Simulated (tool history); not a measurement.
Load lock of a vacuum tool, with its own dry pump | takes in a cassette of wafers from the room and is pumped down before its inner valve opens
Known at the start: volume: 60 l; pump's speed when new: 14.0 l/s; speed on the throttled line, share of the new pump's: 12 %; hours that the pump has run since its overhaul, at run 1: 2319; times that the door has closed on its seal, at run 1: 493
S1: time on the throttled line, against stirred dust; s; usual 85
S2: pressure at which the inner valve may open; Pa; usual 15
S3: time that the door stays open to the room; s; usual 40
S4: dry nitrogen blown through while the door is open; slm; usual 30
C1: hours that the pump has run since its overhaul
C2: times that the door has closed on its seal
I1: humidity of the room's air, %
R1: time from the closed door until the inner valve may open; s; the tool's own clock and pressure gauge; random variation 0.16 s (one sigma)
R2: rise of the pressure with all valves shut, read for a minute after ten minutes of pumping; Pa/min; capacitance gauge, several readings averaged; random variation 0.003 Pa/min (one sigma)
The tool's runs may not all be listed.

run	hour	S1	S2	S3	S4	C1	C2	I1	R1	R2
1	0	85	15	40	30	2319	493	45.8	112.5	0.014
2	141.8	85	15	47	30	2461	684	46.9	112.7	0.014
3	245.7	85	15	47	30	2565	823	44.7	112.5	0.015
4	399.8	85	15	47	30	2719	1030	48.7	112.7	0.016
5	533.3	119	15	40	30	2853	1210	42.9	142.3	0.009
6	635.1	119	15	40	30	2954	1347	45.9	142.6	0.016
7	725.7	119	15	40	30	3045	1469	48.3	142.4	0.013
8	830	119	15	40	30	3149	1609	47.3	142.1	0.014
9	981.4	74	15	40	30	3301	1812	42.9	102.8	0.021
10	1059	74	15	40	30	3378	1917	45.9	103.1	0.016
11	1218	85	15	85	30	3537	2131	44.5	112.8	0.019
12	1338.7	85	15	40	30	3658	2293	43.9	112.7	0.012
13	1407.9	65	15	40	30	3727	2386	49.3	95.1	0.012
14	1518.8	65	24	40	30	3838	2535	46.1	93	0.012
15	1662.9	65	24	40	30	3982	2729	45	93.2	0.008
16	1768.4	85	15	40	30	4088	2871	47.3	112.5	0.013
17	1841.6	85	15	40	30	4161	2969	43	112.6	0.009
18	1996.2	85	16	40	30	4316	3177	47.8	112.2	0.012
19	2146.8	45	12	225	4	4466	3379	44.3	78.4	0.054
20	2229.4	45	12	225	4	4549	3490	44	78.3	0.054
21	2367.7	45	12	225	4	4687	3676	48.5	78.5	0.061
22	2504.4	45	12	225	4	4824	3860	44.5	78.5	0.057
23	2635.2	45	12	225	4	4955	4036	46	78.2	0.064
24	2711.1	45	12	33	4	5030	4138	45.4	78.5	0.035
25	2864.1	122	12	147	4	5183	4344	43.1	146.1	0.051
26	3005.8	122	12	25	4	5325	4534	44.6	146.1	0.028
27	3117.1	122	12	57	4	5436	4684	43.5	146.1	0.035
28	3196.3	122	12	34	5	5516	4790	47.4	146	0.033
29	3356.1	122	12	34	5	5675	5005	40.1	145.7	0.024
30	3455.9	133	27	40	6	5775	5139	43.7	152	0.025
31	3614.6	133	27	40	6	5934	5353	43.7	151.6	0.032
32	3712.4	44	15	74	26	6032	5484	47.4	76.7	0.022
33	3862.1	142	15	36	26	6181	5685	43	162.8	0.017
34	3978.7	85	12	71	30	6298	5842	45.4	113.6	0.021
35	4108.2	85	12	71	30	6428	6016	46.4	113.4	0.019
36	4185.3	101	12	50	30	6505	6120	44.5	127.3	0.015

4 ways to go on from here, each from the tool as it stands after run 36. What would each give?
A	4281	101	19	50	30	6600	6249	45.5	?	?
B	4281	101	12	50	30	6600	6249	42.4	?	?
C	4281	85	15	116	7	6600	6249	42.9	?	?
D	4281	101	17	50	39	6600	6249	49.3	?	?

run	R1	R2
A	125.6	0.018
B	127.9	0.014
C	112.5	0.031
D	126.1	0.017
Without the tool's hidden state the same runs would have given:
run	R1	R2
A	125.6	0.018
B	127.9	0.014
C	112.5	0.031
D	126.1	0.016

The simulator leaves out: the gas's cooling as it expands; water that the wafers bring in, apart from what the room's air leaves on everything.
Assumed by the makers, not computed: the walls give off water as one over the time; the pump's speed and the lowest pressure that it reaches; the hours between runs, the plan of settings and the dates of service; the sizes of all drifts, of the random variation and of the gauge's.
